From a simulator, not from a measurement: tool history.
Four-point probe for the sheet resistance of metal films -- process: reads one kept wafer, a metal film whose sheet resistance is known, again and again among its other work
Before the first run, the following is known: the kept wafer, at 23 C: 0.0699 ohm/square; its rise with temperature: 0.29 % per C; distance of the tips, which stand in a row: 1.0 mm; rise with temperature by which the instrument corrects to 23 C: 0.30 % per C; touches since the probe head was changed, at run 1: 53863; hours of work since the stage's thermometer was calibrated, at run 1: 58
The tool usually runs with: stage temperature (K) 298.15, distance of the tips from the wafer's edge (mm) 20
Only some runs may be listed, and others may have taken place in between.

run     day  stage temperature (K)  distance of the tips from the wafer's edge (mm)  touches since the probe head was changed  hours of work since the stage's thermometer was calibrated  sheet resistance as the instrument gives it (ohm/square)
  1   0.000                 298.15                                               20                                     53863                                                          58                                                  0.070234
  2   4.483                 298.15                                               20                                     56944                                                         119                                                  0.070241
  3   9.425                 298.15                                               20                                     60342                                                         185                                                  0.070231
  4  11.617                 298.15                                               20                                     61847                                                         215                                                  0.070217
  5  16.092                 298.15                                               17                                     64921                                                         275                                                  0.070279
  6  21.171                 298.15                                               59                                     68413                                                         343                                                  0.070116
  7  23.671                 298.15                                               59                                     70131                                                         376                                                  0.070101
  8  27.592                 298.15                                               59                                     72824                                                         429                                                  0.070110
  9  32.579                 292.15                                                7                                     76252                                                         496                                                  0.070884
 10  36.375                 298.15                                               25                                     78861                                                         547                                                  0.070113
 11  38.783                 304.15                                               37                                     80517                                                         580                                                  0.070045

Some steps in sheet resistance as the instrument gives it (ohm/square) between neighbouring runs. How much of each would the tool show without its hidden state too (settings, what came in, random variation), and how much is left for the hidden state, with any gauge scatter that isn't in both results?
The hidden state here: inner tips' distance over the nominal, %; tips' flats over new ones', %; wafer's true temperature over the reading, C; drift of the gauge itself on sheet_ohm, %.
Run 2 -> 3: no setting touched and nothing written in the log between the runs. sheet resistance as the instrument gives it (ohm/square) -0.000010: hidden state -0.000013, all else +0.000003.
Run 8 -> 9: stage temperature (K) 298.15 -> 292.15, distance of the tips from the wafer's edge (mm) 59 -> 7. sheet resistance as the instrument gives it (ohm/square) +0.000774: hidden state -0.000011, all else +0.000785.

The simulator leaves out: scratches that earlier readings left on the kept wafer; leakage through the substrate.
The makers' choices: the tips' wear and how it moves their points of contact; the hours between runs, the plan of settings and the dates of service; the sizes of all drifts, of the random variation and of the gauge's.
